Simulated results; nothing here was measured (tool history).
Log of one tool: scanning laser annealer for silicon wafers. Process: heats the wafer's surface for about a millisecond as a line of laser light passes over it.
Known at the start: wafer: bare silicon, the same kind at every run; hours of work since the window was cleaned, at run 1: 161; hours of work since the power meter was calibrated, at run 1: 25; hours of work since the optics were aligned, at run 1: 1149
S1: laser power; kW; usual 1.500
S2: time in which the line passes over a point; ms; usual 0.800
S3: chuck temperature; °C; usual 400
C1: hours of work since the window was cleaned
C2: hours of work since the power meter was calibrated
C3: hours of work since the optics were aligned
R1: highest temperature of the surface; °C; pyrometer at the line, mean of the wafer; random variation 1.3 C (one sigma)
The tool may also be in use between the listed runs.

Run 1, hour 0.0: usual settings; C1 161; C2 25; C3 1149. Result: R1 1127 °C.
Run 2, hour 21.9: usual settings; C1 175; C2 39; C3 1163. Result: R1 1130 °C.
At hour 33.6: optics aligned, line set to its width.
Run 3, hour 52.5: usual settings but S1 1.615 kW; C1 191; C2 55; C3 12. Result: R1 1184 °C.
Run 4, hour 66.2: usual settings but S1 1.615 kW; C1 200; C2 64; C3 21. Result: R1 1183 °C.
At hour 76.1: optics aligned, line set to its width, once more.
Run 5, hour 89.3: usual settings but S1 1.615 kW; C1 212; C2 76; C3 8. Result: R1 1187 °C.
Run 6, hour 105.4: usual settings but S3 394 °C; C1 222; C2 86; C3 19. Result: R1 1124 °C.
Run 7, hour 116.7: usual settings but S3 372 °C; C1 229; C2 93; C3 26. Result: R1 1101 °C.
Run 8, hour 134.4: usual settings but S3 372 °C; C1 240; C2 104; C3 37. Result: R1 1102 °C.
Run 9, hour 147.4: usual settings but S3 372 °C; C1 249; C2 113; C3 46. Result: R1 1100 °C.
Run 10, hour 172.9: usual settings but S3 372 °C; C1 265; C2 129; C3 62. Result: R1 1100 °C.
Run 11, hour 190.6: usual settings but S2 0.952 ms; C1 276; C2 140; C3 73. Result: R1 1204 °C.
Run 12, hour 215.4: usual settings but S2 0.952 ms; C1 292; C2 156; C3 89. Result: R1 1201 °C.
Run 13, hour 232.4: usual settings; C1 303; C2 167; C3 100. Result: R1 1124 °C.
At hour 259.9: window over the wafer cleaned.
Run 14, hour 259.9: usual settings; C1 0; C2 183; C3 116. Result: R1 1141 °C.
Run 15, hour 275.5: usual settings; C1 10; C2 193; C3 126. Result: R1 1142 °C.
Run 16, hour 296.4: usual settings; C1 23; C2 207; C3 140. Result: R1 1140 °C.
Run 17, hour 315.1: usual settings; C1 35; C2 219; C3 152. Result: R1 1140 °C.
Run 18, hour 331.8: usual settings; C1 46; C2 230; C3 162. Result: R1 1141 °C.
Run 19, hour 358.0: usual settings; C1 63; C2 246; C3 179. Result: R1 1138 °C.
Run 20, hour 369.6: usual settings; C1 70; C2 254; C3 187. Result: R1 1138 °C.
Run 21, hour 394.6: usual settings but S1 1.323 kW; C1 86; C2 270; C3 203. Result: R1 1048 °C.
Run 22, hour 416.7: usual settings but S1 1.323 kW; C1 100; C2 284; C3 217. Result: R1 1049 °C.
Run 23, hour 439.7: usual settings but S1 1.323 kW; C1 115; C2 299; C3 232. Result: R1 1047 °C.
Run 24, hour 465.2: usual settings but S2 0.686 ms; C1 131; C2 315; C3 248. Result: R1 1072 °C.
Run 25, hour 486.7: usual settings but S2 0.581 ms; C1 145; C2 329; C3 262. Result: R1 1010 °C.
Run 26, hour 500.9: usual settings but S1 1.645 kW, S2 0.581 ms, S3 372 °C; C1 154; C2 338; C3 271. Result: R1 1042 °C.

Run 27 comes next. What will it give?
Run 27, hour 523.2: usual settings but S1 1.414 kW; C1 169; C2 352; C3 285. Result: R1 ?.

R1: 1093 °C
Without the tool's hidden state the same run would have given R1 1103 °C.

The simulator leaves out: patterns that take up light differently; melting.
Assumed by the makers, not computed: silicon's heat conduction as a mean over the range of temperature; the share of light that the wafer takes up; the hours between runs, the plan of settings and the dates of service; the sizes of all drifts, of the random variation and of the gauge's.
